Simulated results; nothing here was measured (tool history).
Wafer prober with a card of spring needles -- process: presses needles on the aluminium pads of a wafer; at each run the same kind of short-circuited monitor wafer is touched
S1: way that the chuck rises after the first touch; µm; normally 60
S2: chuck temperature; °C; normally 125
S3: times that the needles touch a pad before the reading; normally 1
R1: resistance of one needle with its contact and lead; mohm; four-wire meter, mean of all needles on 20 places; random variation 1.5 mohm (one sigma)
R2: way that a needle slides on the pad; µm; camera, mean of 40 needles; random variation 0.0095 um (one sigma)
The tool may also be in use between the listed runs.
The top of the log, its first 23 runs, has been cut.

{"run": 24, "hour": 202.0, "S1": 60, "S2": 68, "S3": 3, "R1": 135, "R2": 10.36}
{"hour": 207.9, "done": "tips cleaned on abrasive film"}
{"run": 25, "hour": 214.8, "S1": 60, "S2": 68, "S3": 3, "R1": 131, "R2": 10.386}
{"run": 26, "hour": 223.8, "S1": 60, "S2": 114, "S3": 3, "R1": 144, "R2": 10.366}
{"hour": 227.6, "done": "tips cleaned on abrasive film"}
{"run": 27, "hour": 233.3, "S1": 60, "S2": 114, "S3": 3, "R1": 139, "R2": 10.34}
{"run": 28, "hour": 243.0, "S1": 70, "S2": 38, "S3": 2, "R1": 134, "R2": 12.101}
{"hour": 247.8, "done": "tips cleaned on abrasive film"}
{"run": 29, "hour": 250.2, "S1": 70, "S2": 38, "S3": 2, "R1": 121, "R2": 12.086}
{"run": 30, "hour": 255.8, "S1": 48, "S2": 38, "S3": 2, "R1": 149, "R2": 8.226}
{"hour": 267.7, "done": "tips cleaned on abrasive film"}
{"run": 31, "hour": 267.7, "S1": 60, "S2": 125, "S3": 3, "R1": 133, "R2": 10.32}
{"run": 32, "hour": 277.2, "S1": 57, "S2": 125, "S3": 3, "R1": 145, "R2": 9.804}
{"hour": 287.1, "done": "tips cleaned on abrasive film"}
{"run": 33, "hour": 289.7, "S1": 60, "S2": 125, "S3": 2, "R1": 139, "R2": 10.324}

Consider 4 possible next runs. They are alternatives, not a sequence: every one starts from the tool as it was left by run 33. What does each give?
{"run": "A", "hour": 300.6, "S1": 60, "S2": 100, "S3": 1, "R1": "?", "R2": "?"}
{"run": "B", "hour": 300.6, "S1": 61, "S2": 35, "S3": 2, "R1": "?", "R2": "?"}
{"run": "C", "hour": 300.6, "S1": 67, "S2": 125, "S3": 2, "R1": "?", "R2": "?"}
{"run": "D", "hour": 300.6, "S1": 54, "S2": 44, "S3": 1, "R1": "?", "R2": "?"}

run=A R1=162 R2=10.316
run=B R1=139 R2=10.474
run=C R1=145 R2=11.555
run=D R1=166 R2=9.269
Without the tool's hidden state the same runs would have given:
run=A R1=127 R2=10.510
run=B R1=117 R2=10.668
run=C R1=128 R2=11.749
run=D R1=121 R2=9.464
